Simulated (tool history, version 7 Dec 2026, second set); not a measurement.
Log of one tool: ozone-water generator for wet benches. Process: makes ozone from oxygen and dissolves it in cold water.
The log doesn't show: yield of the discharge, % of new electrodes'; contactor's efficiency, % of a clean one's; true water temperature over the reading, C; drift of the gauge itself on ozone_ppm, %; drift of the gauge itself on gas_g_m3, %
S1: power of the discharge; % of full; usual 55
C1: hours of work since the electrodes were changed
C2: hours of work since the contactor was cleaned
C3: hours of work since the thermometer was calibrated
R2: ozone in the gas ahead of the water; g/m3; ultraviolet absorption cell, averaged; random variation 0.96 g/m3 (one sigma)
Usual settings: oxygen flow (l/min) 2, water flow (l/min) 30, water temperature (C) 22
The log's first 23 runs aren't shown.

run 24 day=140.146 | S1=55 oxygen_flow_(l/min)=2.97 water_flow_(l/min)=30 water_temperature_(C)=22 | C1=6882 C2=4102 C3=2371 | dissolved_ozone_(ppm)=6.7 R2=130.4
run 25 day=146.996 | S1=55 oxygen_flow_(l/min)=1.82 water_flow_(l/min)=30 water_temperature_(C)=22 | C1=7030 C2=4251 C3=2519 | dissolved_ozone_(ppm)=6.2 R2=172.3
run 26 day=154.517 | S1=55 oxygen_flow_(l/min)=1.82 water_flow_(l/min)=30 water_temperature_(C)=22 | C1=7193 C2=4414 C3=2682 | dissolved_ozone_(ppm)=5.9 R2=174.4
run 27 day=158.975 | S1=65 oxygen_flow_(l/min)=2 water_flow_(l/min)=19 water_temperature_(C)=19 | C1=7289 C2=4510 C3=2779 | dissolved_ozone_(ppm)=11.9 R2=185.1
run 28 day=167.758 | S1=65 oxygen_flow_(l/min)=2 water_flow_(l/min)=19 water_temperature_(C)=19 | C1=7480 C2=4701 C3=2969 | dissolved_ozone_(ppm)=11.9 R2=186.9
run 29 day=176.079 | S1=55 oxygen_flow_(l/min)=2 water_flow_(l/min)=24 water_temperature_(C)=19 | C1=7660 C2=4881 C3=3149 | dissolved_ozone_(ppm)=8.1 R2=163.5
run 30 day=183.338 | S1=56 oxygen_flow_(l/min)=2 water_flow_(l/min)=30 water_temperature_(C)=22 | C1=7817 C2=5038 C3=3306 | dissolved_ozone_(ppm)=6.2 R2=164.6
run 31 day=187.4 | S1=56 oxygen_flow_(l/min)=2 water_flow_(l/min)=30 water_temperature_(C)=22 | C1=7905 C2=5126 C3=3395 | dissolved_ozone_(ppm)=6.3 R2=164.5
run 32 day=195.917 | S1=56 oxygen_flow_(l/min)=3.37 water_flow_(l/min)=19 water_temperature_(C)=21 | C1=8089 C2=5310 C3=3579 | dissolved_ozone_(ppm)=11.3 R2=123.8
-- day=199.279 water thermometer calibrated
run 33 day=201.779 | S1=56 oxygen_flow_(l/min)=3.37 water_flow_(l/min)=19 water_temperature_(C)=21 | C1=8216 C2=5437 C3=54 | dissolved_ozone_(ppm)=11.3 R2=124.4

Forecast each of these 4 alternatives for the next run:
run A day=209.762 | S1=56 oxygen_flow_(l/min)=2.01 water_flow_(l/min)=19 water_temperature_(C)=21 | C1=8389 C2=5610 C3=227 | dissolved_ozone_(ppm)=? R2=?
run B day=209.762 | S1=50 oxygen_flow_(l/min)=2.78 water_flow_(l/min)=31 water_temperature_(C)=21 | C1=8389 C2=5610 C3=227 | dissolved_ozone_(ppm)=? R2=?
run C day=209.762 | S1=55 oxygen_flow_(l/min)=2 water_flow_(l/min)=46 water_temperature_(C)=23 | C1=8389 C2=5610 C3=227 | dissolved_ozone_(ppm)=? R2=?
run D day=209.762 | S1=55 oxygen_flow_(l/min)=2 water_flow_(l/min)=30 water_temperature_(C)=16 | C1=8389 C2=5610 C3=227 | dissolved_ozone_(ppm)=? R2=?

run=A dissolved_ozone_(ppm)=10.7 R2=163.6
run=B dissolved_ozone_(ppm)=6 R2=126
run=C dissolved_ozone_(ppm)=3.6 R2=161.7
run=D dissolved_ozone_(ppm)=6.5 R2=161.4
Without the tool's hidden state the same runs would have given:
run=A dissolved_ozone_(ppm)=10.7 R2=166.7
run=B dissolved_ozone_(ppm)=6 R2=128.3
run=C dissolved_ozone_(ppm)=3.6 R2=164.7
run=D dissolved_ozone_(ppm)=6.5 R2=164.4

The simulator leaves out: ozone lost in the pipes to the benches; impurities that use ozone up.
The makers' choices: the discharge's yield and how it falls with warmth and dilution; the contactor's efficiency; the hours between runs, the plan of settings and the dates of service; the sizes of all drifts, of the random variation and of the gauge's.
